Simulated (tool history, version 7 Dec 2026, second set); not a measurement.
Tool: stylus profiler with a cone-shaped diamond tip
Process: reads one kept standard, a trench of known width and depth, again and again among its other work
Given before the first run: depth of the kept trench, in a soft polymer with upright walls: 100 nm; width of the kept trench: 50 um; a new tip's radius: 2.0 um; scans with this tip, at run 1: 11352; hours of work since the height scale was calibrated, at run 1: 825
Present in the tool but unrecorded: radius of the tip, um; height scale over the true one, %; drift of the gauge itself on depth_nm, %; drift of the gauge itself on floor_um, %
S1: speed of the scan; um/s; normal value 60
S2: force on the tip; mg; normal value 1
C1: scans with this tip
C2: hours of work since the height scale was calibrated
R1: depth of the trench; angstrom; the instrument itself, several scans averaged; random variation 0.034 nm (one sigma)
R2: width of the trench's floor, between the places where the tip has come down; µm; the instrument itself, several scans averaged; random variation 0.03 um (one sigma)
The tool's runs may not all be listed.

run	hour	S1	S2	C1	C2	R1	R2
1	0	60	1	11352	825	1008.4	48.17
2	16.2	60	1	11520	837	1008.3	48.18
3	34.5	17	1	11710	851	1008.8	48.57
4	58.9	17	1	11964	870	1009.5	48.6
5	78.3	17	1	12166	884	1008.7	48.61
6	102	17	1	12412	902	1009.5	48.55
7	128	17	1	12682	922	1008.3	48.57
8	147.9	17	1	12890	937	1008.9	48.62
9	170.4	17	1	13123	954	1008.5	48.56
10	186.5	60	0.76	13290	966	1006.7	48.03
11	204.8	60	0.76	13481	980	1007.1	48.03
12	221.5	60	1.22	13654	993	1010	48.19
13	236.5	60	1.22	13810	1004	1010.4	48.22
14	250.9	60	1	13960	1015	1008.4	48.2
15	273.6	60	1	14196	1032	1009.2	48.16
16	288.8	60	1	14354	1043	1009.1	48.2
17	306.7	60	1	14540	1057	1009.3	48.12
18	323.5	60	1	14714	1070	1008.5	48.19
19	337.8	60	2.19	14864	1080	1014.5	48.37
20	362.8	60	2.19	15123	1099	1015.2	48.31
21	384.8	60	2.19	15351	1116	1014.7	48.32
22	401.3	60	2.19	15523	1128	1014.9	48.4
23	424.6	60	1.54	15765	1146	1011.8	48.3
24	439.6	38	1.92	15922	1157	1013.2	48.53
25	462	38	1.92	16154	1174	1013.7	48.45
26	485.1	38	1.92	16394	1192	1013.9	48.4
27	511.4	60	1.16	16667	1212	1009.6	48.18
28	531	89	1.33	16871	1226	1010.7	48.09
29	559.8	89	1.33	17170	1248	1010.6	48.01
30	586.1	22	1	17444	1268	1009.3	48.53
31	598.2	44	0.51	17570	1277	1005.5	48.13
32	610.1	48	0.35	17693	1286	1003.9	47.96
33	631.1	48	0.35	17912	1302	1004.5	47.95
34	646.8	66	2.33	18075	1314	1016.1	48.33
35	668.5	60	2.37	18301	1330	1015.6	48.35
36	696	231	0.39	18586	1351	1004.6	45.25
37	721.1	25	0.98	18848	1370	1008.8	48.46
38	738.2	40	1.15	19025	1383	1009.5	48.41
39	753.4	40	1.15	19183	1394	1010.4	48.36
40	775.1	40	1.15	19408	1411	1010	48.36
41	792.9	40	1.15	19593	1424	1009.9	48.34
42	811.9	40	1.15	19791	1439	1009.5	48.34
43	833.2	40	1.15	20012	1455	1009.5	48.34
# hour 850.2: new tip fitted, height scale calibrated
44	855.2	25	0.99	51	4	1009	48.53
45	868.7	26	2.66	192	14	1016.7	48.57
46	895.6	63	0.64	472	34	1007.3	47.94

What differs in the tool's unlogged condition from the final listed run ahead of each entry between runs to the first listed run following it?
In the gap between runs 43 and 44: new tip fitted, height scale calibrated (hour 850.2)
  radius of the tip, um: 2.07 -> 2; height scale over the true one, %: -0.006 -> 0

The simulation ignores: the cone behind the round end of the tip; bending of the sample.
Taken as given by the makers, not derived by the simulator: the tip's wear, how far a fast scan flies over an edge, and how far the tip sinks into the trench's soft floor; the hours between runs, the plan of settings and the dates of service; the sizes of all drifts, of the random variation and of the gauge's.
